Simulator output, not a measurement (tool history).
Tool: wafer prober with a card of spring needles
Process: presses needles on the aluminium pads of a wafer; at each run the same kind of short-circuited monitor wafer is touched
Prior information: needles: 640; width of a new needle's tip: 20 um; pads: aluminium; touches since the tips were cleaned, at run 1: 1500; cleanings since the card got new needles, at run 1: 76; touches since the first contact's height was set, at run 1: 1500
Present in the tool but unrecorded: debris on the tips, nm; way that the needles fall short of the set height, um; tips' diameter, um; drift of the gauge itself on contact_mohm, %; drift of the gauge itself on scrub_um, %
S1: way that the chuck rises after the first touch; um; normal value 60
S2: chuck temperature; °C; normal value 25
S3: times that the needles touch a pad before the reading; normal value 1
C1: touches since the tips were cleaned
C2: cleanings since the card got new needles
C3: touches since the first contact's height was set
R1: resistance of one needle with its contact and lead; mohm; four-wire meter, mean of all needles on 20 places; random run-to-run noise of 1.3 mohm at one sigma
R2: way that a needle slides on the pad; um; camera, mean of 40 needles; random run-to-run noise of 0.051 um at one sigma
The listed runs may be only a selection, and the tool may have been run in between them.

run,day,S1,S2,S3,C1,C2,C3,R1,R2
1,0.000,60,25,1,1500,76,1500,108,11.77
# day 0.075: tips cleaned on abrasive film
# day 0.429: tips cleaned on abrasive film
# day 0.712: tips cleaned on abrasive film
# day 1.058: tips cleaned on abrasive film
2,1.121,60,25,1,340,80,7522,111,11.82
# day 1.404: tips cleaned on abrasive film
# day 1.754: tips cleaned on abrasive film
3,1.754,60,25,1,4,82,10935,107,11.81
# day 2.046: tips cleaned on abrasive film
# day 2.329: tips cleaned on abrasive film
4,2.567,60,25,1,1285,84,15313,110,11.80
# day 2.638: tips cleaned on abrasive film
# day 2.925: tips cleaned on abrasive film
# day 3.267: tips cleaned on abrasive film
# day 3.617: tips cleaned on abrasive film
5,3.658,60,25,1,242,88,21187,110,11.68
# day 3.942: tips cleaned on abrasive film
# day 4.300: tips cleaned on abrasive film
# day 4.608: tips cleaned on abrasive film
6,4.608,60,25,1,0,91,26298,110,11.71
# day 4.954: tips cleaned on abrasive film
# day 5.308: tips cleaned on abrasive film
7,5.421,60,25,1,592,93,30674,112,11.75
# day 5.625: tips cleaned on abrasive film
# day 5.979: tips cleaned on abrasive film
# day 6.325: tips cleaned on abrasive film
8,6.325,74,25,1,0,96,35555,109,14.43
# day 6.679: tips cleaned on abrasive film
# day 7.038: tips cleaned on abrasive film
9,7.038,74,25,1,7,98,39388,107,14.56
# day 7.321: tips cleaned on abrasive film
# day 7.675: tips cleaned on abrasive film
# day 8.029: tips cleaned on abrasive film
10,8.171,74,25,1,771,101,45511,106,14.38
# day 8.379: tips cleaned on abrasive film
# day 8.733: tips cleaned on abrasive film
# day 9.083: tips cleaned on abrasive film
11,9.221,74,25,1,765,104,51173,108,14.40
# day 9.404: tips cleaned on abrasive film
# day 9.746: tips cleaned on abrasive film
# day 10.100: tips cleaned on abrasive film
# day 10.454: tips cleaned on abrasive film
12,10.717,74,25,1,1419,108,59224,108,14.44
# day 10.788: tips cleaned on abrasive film
# day 11.138: tips cleaned on abrasive film
# day 11.421: tips cleaned on abrasive film
# day 11.775: tips cleaned on abrasive film
# day 12.062: tips cleaned on abrasive film
13,12.254,60,25,1,1045,113,67497,109,11.72
# day 12.396: tips cleaned on abrasive film
# day 12.750: tips cleaned on abrasive film
# day 13.104: tips cleaned on abrasive film
14,13.338,60,25,1,1282,116,73348,110,11.67
# day 13.412: tips cleaned on abrasive film
# day 13.696: tips cleaned on abrasive film
# day 14.050: tips cleaned on abrasive film
# day 14.338: tips cleaned on abrasive film
15,14.508,60,25,1,933,120,79637,109,11.76
# day 14.650: tips cleaned on abrasive film
# day 14.938: tips cleaned on abrasive film
# day 15.292: tips cleaned on abrasive film
# day 15.633: tips cleaned on abrasive film
16,15.633,60,25,1,0,124,85681,111,11.76
# day 15.979: tips cleaned on abrasive film
# day 16.333: tips cleaned on abrasive film
17,16.354,60,31,1,120,126,89584,109,11.76
# day 16.642: tips cleaned on abrasive film
# day 16.996: tips cleaned on abrasive film
18,17.271,58,80,2,1493,128,94521,119,11.29
# day 17.342: tips cleaned on abrasive film
# day 17.692: tips cleaned on abrasive film
# day 18.038: tips cleaned on abrasive film
19,18.196,58,45,1,861,131,99517,114,11.22
# day 18.333: tips cleaned on abrasive film
# day 18.617: tips cleaned on abrasive film
# day 18.967: tips cleaned on abrasive film
# day 19.321: tips cleaned on abrasive film
# day 19.667: tips cleaned on abrasive film
20,19.675,41,45,2,35,136,107465,116,7.95
# day 19.958: tips cleaned on abrasive film
# day 20.312: tips cleaned on abrasive film
# day 20.629: tips cleaned on abrasive film
21,20.629,69,52,3,0,139,112611,109,13.30
# day 20.979: tips cleaned on abrasive film
# day 21.262: tips cleaned on abrasive film
# day 21.617: tips cleaned on abrasive film
# day 21.904: tips cleaned on abrasive film
22,22.000,48,77,1,534,143,119996,120,9.24
# day 22.217: tips cleaned on abrasive film
# day 22.554: tips cleaned on abrasive film
23,22.721,48,77,1,914,145,123869,120,9.25
# day 22.862: tips cleaned on abrasive film
# day 23.150: tips cleaned on abrasive film
# day 23.504: tips cleaned on abrasive film
24,23.754,60,55,2,1361,148,129438,115,11.58
# day 23.829: tips cleaned on abrasive film
# day 24.175: tips cleaned on abrasive film
# day 24.458: tips cleaned on abrasive film
25,24.592,42,30,2,733,151,133954,116,8.18
# day 24.804: tips cleaned on abrasive film
# day 25.162: tips cleaned on abrasive film
# day 25.308: height of the first contact set anew
# day 25.521: tips cleaned on abrasive film
26,25.688,42,30,2,907,154,2054,115,8.16

Measured result minus the same run's result without the hidden state. Both carry the same run-to-run variation, though not necessarily the same gauge scatter:
run,R2
1,+0.00
2,-0.01
3,-0.01
4,-0.02
5,-0.02
6,-0.04
7,-0.04
8,-0.06
9,-0.07
10,-0.07
11,-0.08
12,-0.10
13,-0.10
14,-0.10
15,-0.11
16,-0.12
17,-0.12
18,-0.12
19,-0.14
20,-0.11
21,-0.18
22,-0.14
23,-0.14
24,-0.18
25,-0.14
26,-0.12
R1: within 1 mohm of the measured result in every run.
